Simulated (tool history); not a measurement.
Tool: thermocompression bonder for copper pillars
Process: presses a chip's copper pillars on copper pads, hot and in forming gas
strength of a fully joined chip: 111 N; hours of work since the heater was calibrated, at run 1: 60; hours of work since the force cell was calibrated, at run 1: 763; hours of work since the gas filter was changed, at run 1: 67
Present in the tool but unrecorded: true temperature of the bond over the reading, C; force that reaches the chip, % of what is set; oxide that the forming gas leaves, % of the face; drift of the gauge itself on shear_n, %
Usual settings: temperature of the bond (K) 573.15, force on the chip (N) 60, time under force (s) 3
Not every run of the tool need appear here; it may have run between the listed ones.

run  hour  temperature of the bond (K)  force on the chip (N)  time under force (s)  hours of work since the heater was calibrated  hours of work since the force cell was calibrated  hours of work since the gas filter was changed  force that shears a chip off (N)
  1   0.0                       573.15                     60                     3                                             60                                                763                                              67                              75.8
  2   9.9                       573.15                     60                     3                                             66                                                769                                              73                              76.9
  3  14.2                       573.15                     60                     3                                             68                                                771                                              76                              75.6
  4  21.3                       573.15                     60                     3                                             73                                                776                                              80                              75.2
  5  26.0                       573.15                     60                     3                                             75                                                778                                              83                              75.4
  6  32.7                       573.15                     60                     3                                             80                                                782                                              87                              74.7
  7  39.0                       573.15                     60                     3                                             83                                                786                                              91                              75.3
  8  47.8                       573.15                     60                     3                                             89                                                792                                              96                              75.8
  9  54.1                       573.15                     60                     3                                             92                                                795                                             100                              76.7
 10  63.7                       573.15                     60                     3                                             98                                                801                                             106                              74.4
 11  70.8                       585.15                     58                     5                                            102                                                805                                             110                              89.6
     74.2  -- forming gas filter changed
 12  78.1                       558.15                     57                     3                                            107                                                809                                               2                              63.3
 13  85.2                       573.15                     39                     7                                            111                                                814                                               7                              74.5

Branching from run 13: 5 alternative next runs. What would each branch give?
  A  90.7                       573.15                     60                     7                                            114                                                817                                              10                                 ?
  B  90.7                       577.15                     47                     8                                            114                                                817                                              10                                 ?
  C  90.7                       597.15                     44                     8                                            114                                                817                                              10                                 ?
  D  90.7                       590.15                     39                     7                                            114                                                817                                              10                                 ?
  E  90.7                       544.15                     39                     7                                            114                                                817                                              10                                 ?

run  force that shears a chip off (N)
  A                              92.4
  B                              88.0
  C                              97.3
  D                              86.7
  E                              52.2
The same runs, with their run-to-run variation unchanged, on a tool lacking any hidden condition would have given:
run  force that shears a chip off (N)
  A                              91.5
  B                              87.0
  C                              96.6
  D                              85.7
  E                              51.1
